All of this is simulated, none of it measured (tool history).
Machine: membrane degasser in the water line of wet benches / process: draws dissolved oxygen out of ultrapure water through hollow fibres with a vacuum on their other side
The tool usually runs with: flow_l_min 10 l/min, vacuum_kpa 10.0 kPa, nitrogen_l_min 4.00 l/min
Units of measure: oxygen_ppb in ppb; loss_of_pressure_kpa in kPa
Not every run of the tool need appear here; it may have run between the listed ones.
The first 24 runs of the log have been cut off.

run	hour	flow_l_min	vacuum_kpa	nitrogen_l_min	hours since the membrane was changed	hours since the vacuum gauge was calibrated	hours since the vacuum lines were made tight	oxygen_ppb	loss_of_pressure_kpa
25	1238.2	12	14.5	9.31	3145	8189	8189	177.7	44.53
26	1287.6	12	10.0	6.96	3195	8239	8239	173.1	44.67
27	1333.7	10	10.0	4.46	3241	8285	8285	146.3	37.30
28	1370.9	10	8.2	5.23	3278	8322	8322	131.0	37.22
# hour 1384.0: seals of the vacuum lines changed
# hour 1415.5: vacuum gauge calibrated
29	1422.8	9	17.2	4.00	3327	7	38	169.0	33.48
30	1484.0	9	17.2	4.00	3389	68	99	166.0	33.21
31	1513.1	11	10.0	4.02	3418	98	129	168.6	40.55
32	1541.1	11	12.2	11.78	3446	126	157	147.7	40.84

Here are 3 independent what-if runs from the current tool condition. What would each one return?
A	1575.4	11	12.2	5.70	3480	160	191	?	?
B	1575.4	10	17.1	3.64	3480	160	191	?	?
C	1575.4	10	10.0	9.23	3480	160	191	?	?

run	oxygen_ppb	loss_of_pressure_kpa
A	166.2	40.76
B	199.4	37.13
C	125.2	37.24
With the hidden condition removed and each run's random variation left untouched, the same runs would have given:
run	oxygen_ppb	loss_of_pressure_kpa
A	152.4	39.64
B	187.1	36.11
C	112.9	36.22

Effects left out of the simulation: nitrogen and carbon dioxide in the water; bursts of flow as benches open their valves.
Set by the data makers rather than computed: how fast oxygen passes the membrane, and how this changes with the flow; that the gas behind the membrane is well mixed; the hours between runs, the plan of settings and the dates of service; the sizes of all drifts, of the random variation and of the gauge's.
